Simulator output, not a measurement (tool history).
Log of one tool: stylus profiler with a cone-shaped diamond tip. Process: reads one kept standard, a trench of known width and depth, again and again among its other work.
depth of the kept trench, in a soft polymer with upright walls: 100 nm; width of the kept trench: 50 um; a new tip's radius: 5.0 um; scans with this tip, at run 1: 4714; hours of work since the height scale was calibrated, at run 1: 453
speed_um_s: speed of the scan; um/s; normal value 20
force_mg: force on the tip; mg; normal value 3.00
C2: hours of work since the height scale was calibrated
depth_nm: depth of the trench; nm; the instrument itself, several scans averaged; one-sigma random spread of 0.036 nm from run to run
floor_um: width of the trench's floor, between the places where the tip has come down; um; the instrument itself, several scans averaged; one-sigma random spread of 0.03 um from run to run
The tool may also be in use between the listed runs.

run 1 day=0.000 | speed_um_s=20 force_mg=3.00 | scans_with_this_tip=4714 C2=453 | depth_nm=101.05 floor_um=47.26
run 2 day=2.717 | speed_um_s=20 force_mg=3.00 | scans_with_this_tip=5004 C2=481 | depth_nm=101.05 floor_um=47.19
run 3 day=4.400 | speed_um_s=20 force_mg=3.00 | scans_with_this_tip=5184 C2=498 | depth_nm=101.09 floor_um=47.21
run 4 day=6.496 | speed_um_s=20 force_mg=4.57 | scans_with_this_tip=5408 C2=520 | depth_nm=101.33 floor_um=47.16
run 5 day=7.925 | speed_um_s=20 force_mg=4.57 | scans_with_this_tip=5561 C2=535 | depth_nm=101.30 floor_um=47.18
run 6 day=10.362 | speed_um_s=20 force_mg=1.35 | scans_with_this_tip=5821 C2=560 | depth_nm=100.58 floor_um=47.11
run 7 day=11.888 | speed_um_s=16 force_mg=1.35 | scans_with_this_tip=5984 C2=575 | depth_nm=100.66 floor_um=47.10
run 8 day=13.071 | speed_um_s=20 force_mg=3.00 | scans_with_this_tip=6111 C2=588 | depth_nm=101.11 floor_um=47.12
run 9 day=15.292 | speed_um_s=20 force_mg=3.00 | scans_with_this_tip=6348 C2=610 | depth_nm=101.02 floor_um=47.07
run 10 day=17.062 | speed_um_s=20 force_mg=3.00 | scans_with_this_tip=6537 C2=629 | depth_nm=101.04 floor_um=47.00
run 11 day=18.912 | speed_um_s=20 force_mg=1.10 | scans_with_this_tip=6735 C2=648 | depth_nm=100.53 floor_um=46.96
run 12 day=21.133 | speed_um_s=35 force_mg=8.34 | scans_with_this_tip=6972 C2=670 | depth_nm=102.07 floor_um=47.02
run 13 day=23.612 | speed_um_s=35 force_mg=8.34 | scans_with_this_tip=7237 C2=696 | depth_nm=102.07 floor_um=47.00
run 14 day=25.846 | speed_um_s=20 force_mg=3.59 | scans_with_this_tip=7476 C2=719 | depth_nm=101.16 floor_um=46.95
run 15 day=27.562 | speed_um_s=20 force_mg=7.98 | scans_with_this_tip=7659 C2=736 | depth_nm=102.00 floor_um=46.97
run 16 day=29.650 | speed_um_s=20 force_mg=7.98 | scans_with_this_tip=7882 C2=758 | depth_nm=101.95 floor_um=46.92
run 17 day=32.125 | speed_um_s=25 force_mg=3.66 | scans_with_this_tip=8147 C2=783 | depth_nm=101.23 floor_um=46.87
run 18 day=34.067 | speed_um_s=18 force_mg=3.86 | scans_with_this_tip=8354 C2=803 | depth_nm=101.19 floor_um=46.80
run 19 day=35.362 | speed_um_s=20 force_mg=5.26 | scans_with_this_tip=8493 C2=817 | depth_nm=101.52 floor_um=46.82

5 options for the next run, each taken on its own from the tool as it stands now. Forecast them:
run A day=37.471 | speed_um_s=10 force_mg=2.35 | scans_with_this_tip=8718 C2=838 | depth_nm=? floor_um=?
run B day=37.471 | speed_um_s=59 force_mg=1.46 | scans_with_this_tip=8718 C2=838 | depth_nm=? floor_um=?
run C day=37.471 | speed_um_s=51 force_mg=1.05 | scans_with_this_tip=8718 C2=838 | depth_nm=? floor_um=?
run D day=37.471 | speed_um_s=41 force_mg=1.86 | scans_with_this_tip=8718 C2=838 | depth_nm=? floor_um=?
run E day=37.471 | speed_um_s=42 force_mg=2.79 | scans_with_this_tip=8718 C2=838 | depth_nm=? floor_um=?

run=A depth_nm=100.97 floor_um=46.81
run=B depth_nm=100.72 floor_um=46.69
run=C depth_nm=100.58 floor_um=46.66
run=D depth_nm=100.83 floor_um=46.74
run=E depth_nm=101.08 floor_um=46.75
With no hidden state in the tool, these same runs would have given:
run=A depth_nm=100.88 floor_um=47.97
run=B depth_nm=100.64 floor_um=47.85
run=C depth_nm=100.49 floor_um=47.82
run=D depth_nm=100.74 floor_um=47.90
run=E depth_nm=100.99 floor_um=47.91

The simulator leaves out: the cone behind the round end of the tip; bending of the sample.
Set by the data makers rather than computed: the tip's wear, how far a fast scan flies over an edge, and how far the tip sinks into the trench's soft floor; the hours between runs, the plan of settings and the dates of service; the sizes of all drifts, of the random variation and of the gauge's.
